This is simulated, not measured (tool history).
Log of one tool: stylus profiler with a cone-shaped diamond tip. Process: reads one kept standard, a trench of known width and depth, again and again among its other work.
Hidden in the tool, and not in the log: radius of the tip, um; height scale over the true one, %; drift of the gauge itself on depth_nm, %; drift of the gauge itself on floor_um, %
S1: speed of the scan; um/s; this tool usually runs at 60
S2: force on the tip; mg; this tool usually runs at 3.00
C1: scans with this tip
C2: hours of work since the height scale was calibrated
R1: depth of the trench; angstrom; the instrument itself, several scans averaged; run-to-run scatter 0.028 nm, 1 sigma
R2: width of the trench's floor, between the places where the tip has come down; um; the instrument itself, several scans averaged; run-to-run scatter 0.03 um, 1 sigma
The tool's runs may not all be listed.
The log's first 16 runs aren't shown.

{"run": 17, "hour": 788.5, "S1": 60, "S2": 7.56, "C1": 6965, "C2": 630, "R1": 2068.7, "R2": 26.74}
{"run": 18, "hour": 825.7, "S1": 60, "S2": 7.56, "C1": 7283, "C2": 659, "R1": 2068.6, "R2": 26.77}
{"run": 19, "hour": 879.5, "S1": 60, "S2": 7.56, "C1": 7744, "C2": 701, "R1": 2068.4, "R2": 26.76}
{"run": 20, "hour": 915.8, "S1": 23, "S2": 2.55, "C1": 8054, "C2": 729, "R1": 2031.2, "R2": 26.73}
{"run": 21, "hour": 971.1, "S1": 60, "S2": 2.97, "C1": 8529, "C2": 772, "R1": 2034.7, "R2": 26.56}
{"run": 22, "hour": 1020.1, "S1": 60, "S2": 2.97, "C1": 8947, "C2": 810, "R1": 2035.0, "R2": 26.58}
{"run": 23, "hour": 1073.7, "S1": 34, "S2": 3.0, "C1": 9407, "C2": 851, "R1": 2035.1, "R2": 26.68}
{"run": 24, "hour": 1124.4, "S1": 16, "S2": 3.0, "C1": 9840, "C2": 891, "R1": 2034.4, "R2": 26.73}
{"run": 25, "hour": 1169.9, "S1": 16, "S2": 3.0, "C1": 10231, "C2": 926, "R1": 2034.5, "R2": 26.71}
{"hour": 1195.3, "done": "height scale calibrated on a step standard"}
{"run": 26, "hour": 1213.3, "S1": 16, "S2": 3.0, "C1": 10598, "C2": 14, "R1": 2037.5, "R2": 26.68}
{"run": 27, "hour": 1279.7, "S1": 16, "S2": 3.0, "C1": 11166, "C2": 65, "R1": 2037.1, "R2": 26.68}
{"run": 28, "hour": 1309.5, "S1": 16, "S2": 2.47, "C1": 11421, "C2": 88, "R1": 2032.4, "R2": 26.7}
{"run": 29, "hour": 1367.7, "S1": 60, "S2": 1.03, "C1": 11920, "C2": 134, "R1": 2017.2, "R2": 26.24}
{"run": 30, "hour": 1435.1, "S1": 60, "S2": 1.03, "C1": 12497, "C2": 186, "R1": 2017.1, "R2": 26.26}
{"run": 31, "hour": 1465.7, "S1": 60, "S2": 1.03, "C1": 12759, "C2": 210, "R1": 2017.1, "R2": 26.25}
{"run": 32, "hour": 1524.6, "S1": 60, "S2": 1.03, "C1": 13263, "C2": 255, "R1": 2016.5, "R2": 26.26}
{"run": 33, "hour": 1556.4, "S1": 17, "S2": 5.14, "C1": 13535, "C2": 280, "R1": 2053.1, "R2": 26.52}
{"run": 34, "hour": 1589.7, "S1": 24, "S2": 8.11, "C1": 13821, "C2": 306, "R1": 2072.5, "R2": 26.6}
{"run": 35, "hour": 1633.9, "S1": 34, "S2": 8.98, "C1": 14199, "C2": 340, "R1": 2077.9, "R2": 26.55}
{"run": 36, "hour": 1685.8, "S1": 217, "S2": 8.98, "C1": 14643, "C2": 380, "R1": 2077.7, "R2": 26.02}
{"run": 37, "hour": 1750.5, "S1": 191, "S2": 2.44, "C1": 15197, "C2": 430, "R1": 2030.8, "R2": 25.59}
{"run": 38, "hour": 1803.0, "S1": 228, "S2": 8.29, "C1": 15647, "C2": 471, "R1": 2072.6, "R2": 25.95}

Here are 4 independent what-if runs from the current tool condition. What would each one return?
{"run": "A", "hour": 1853.6, "S1": 48, "S2": 1.16, "C1": 16080, "C2": 510, "R1": "?", "R2": "?"}
{"run": "B", "hour": 1853.6, "S1": 79, "S2": 4.64, "C1": 16080, "C2": 510, "R1": "?", "R2": "?"}
{"run": "C", "hour": 1853.6, "S1": 228, "S2": 1.62, "C1": 16080, "C2": 510, "R1": "?", "R2": "?"}
{"run": "D", "hour": 1853.6, "S1": 201, "S2": 3.22, "C1": 16080, "C2": 510, "R1": "?", "R2": "?"}

run=A R1=2017.1 R2=26.21
run=B R1=2048.5 R2=26.32
run=C R1=2022.4 R2=25.17
run=D R1=2037.1 R2=25.72
Without the tool's hidden state the same runs would have given:
run=A R1=2020.5 R2=26.84
run=B R1=2052.0 R2=26.95
run=C R1=2025.8 R2=25.80
run=D R1=2040.5 R2=26.35
